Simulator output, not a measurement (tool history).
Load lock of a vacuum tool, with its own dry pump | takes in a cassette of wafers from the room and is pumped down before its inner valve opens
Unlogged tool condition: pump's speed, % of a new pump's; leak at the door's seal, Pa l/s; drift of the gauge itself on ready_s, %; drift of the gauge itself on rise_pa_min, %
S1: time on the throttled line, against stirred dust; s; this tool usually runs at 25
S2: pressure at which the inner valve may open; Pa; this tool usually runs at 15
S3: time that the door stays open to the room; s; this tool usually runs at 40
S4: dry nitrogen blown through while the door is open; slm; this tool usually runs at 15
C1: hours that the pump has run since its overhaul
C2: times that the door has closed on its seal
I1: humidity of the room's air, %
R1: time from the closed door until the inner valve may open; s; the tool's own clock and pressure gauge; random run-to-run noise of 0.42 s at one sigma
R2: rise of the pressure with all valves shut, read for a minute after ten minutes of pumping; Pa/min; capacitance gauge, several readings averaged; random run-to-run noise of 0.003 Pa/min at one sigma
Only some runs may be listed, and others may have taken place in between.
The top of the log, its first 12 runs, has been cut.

run    hour  S1  S2  S3  S4     C1     C2    I1    R1     R2
 13  2385.7  25  15  82  15  19215  22082  47.0  47.6  0.047
 14  2532.9  25  15  82  15  19362  22439  44.1  48.3  0.043
 15  2784.7  25  15  82  15  19614  23050  50.2  48.6  0.056
 16  2916.1  25  15  82  15  19746  23369  43.7  48.0  0.041
 17  3084.4  25  15  82  15  19914  23777  45.7  48.0  0.046
 18  3323.7  25  15  82  15  20153  24358  45.3  48.2  0.046
 19  3548.3  25  15  82  15  20378  24903  45.2  48.6  0.045
 20  3743.5  25  17  82   9  20573  25377  49.2  48.6  0.060
 21  3950.4  25  26  40  14  20780  25880  40.9  46.9  0.032
 22  4104.2  25  26  40  14  20934  26253  43.5  46.4  0.033
 23  4240.5  25  26  40  14  21070  26584  46.8  46.2  0.036
 24  4458.7  25  26  40  14  21288  27113  44.9  46.0  0.037
 25  4589.1  25  26  60  14  21419  27430  44.9  46.6  0.038
     4828.1  -- dry pump taken out, an overhauled one fitted
 26  4828.1  29  26  57   8      0  27996  46.6  49.8  0.050
 27  5060.3  25  15  40   5    232  28559  42.4  48.3  0.041
 28  5284.5  25  15  40   5    456  29103  41.9  47.8  0.040
 29  5513.5  25  12  72  15    685  29659  47.0  49.8  0.052
 30  5720.3  25  12  72  15    892  30161  43.3  48.9  0.046

Alternative continuations, all from the tool just after run 30; predict every row:
  A  5909.1  34  18   74  15  1081  30620  46.6   ?   ?
  B  5909.1  25  15  115  15  1081  30620  44.3   ?   ?
  C  5909.1  12  15   40  21  1081  30620  43.8   ?   ?
  D  5909.1  14  20   40   4  1081  30620  46.6   ?   ?
  E  5909.1  43  12   46  26  1081  30620  46.6   ?   ?

run    R1     R2
  A  55.6  0.048
  B  48.2  0.052
  C  37.8  0.033
  D  39.3  0.052
  E  63.4  0.029
What these runs would have given with no unlogged condition in the tool:
run    R1     R2
  A  55.6  0.047
  B  48.2  0.052
  C  37.8  0.032
  D  39.3  0.051
  E  63.4  0.029
